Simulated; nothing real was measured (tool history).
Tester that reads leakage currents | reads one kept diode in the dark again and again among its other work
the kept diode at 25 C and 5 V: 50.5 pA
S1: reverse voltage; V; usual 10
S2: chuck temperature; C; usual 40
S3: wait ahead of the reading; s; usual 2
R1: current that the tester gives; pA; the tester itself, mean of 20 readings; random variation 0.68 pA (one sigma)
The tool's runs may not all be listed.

run	hour	S1	S2	S3	R1
1	0	10	40	2	218.34
2	24.7	10	40	2	217.32
3	52.1	10	40	2	219.03
4	82.3	10	40	2	218.68
5	103.6	10	45	2	317.61
6	136.1	10	45	2	318.52
7	165.9	10	45	2	318.75
8	208.6	10	45	2	317.42
# hour 213: tester calibrated
9	248.6	10	45	2	315.1
10	283.1	10	45	2	312.91
# hour 313.8: tester calibrated, once more
11	314.4	12.9	55	2	747.21
12	340.5	12.9	55	2	740.68
13	379.2	12.9	55	2	740.9
14	417.9	12.9	55	2	742.42
15	453.6	1.8	55	8.98	356.03
16	479.8	8.8	40	1.21	212
17	514.2	20	22	6.48	73.63

Forecast each of these 4 alternatives for the next run:
A	537.7	20	22	2.9	?
B	537.7	4	38	0.68	?
C	537.7	3.6	46	6.48	?
D	537.7	8.5	42	0.43	?

run	R1
A	75.09
B	134.73
C	237.72
D	246.68
Without the tool's hidden state the same runs would have given:
run	R1
A	66.81
B	137.98
C	245.05
D	251.62
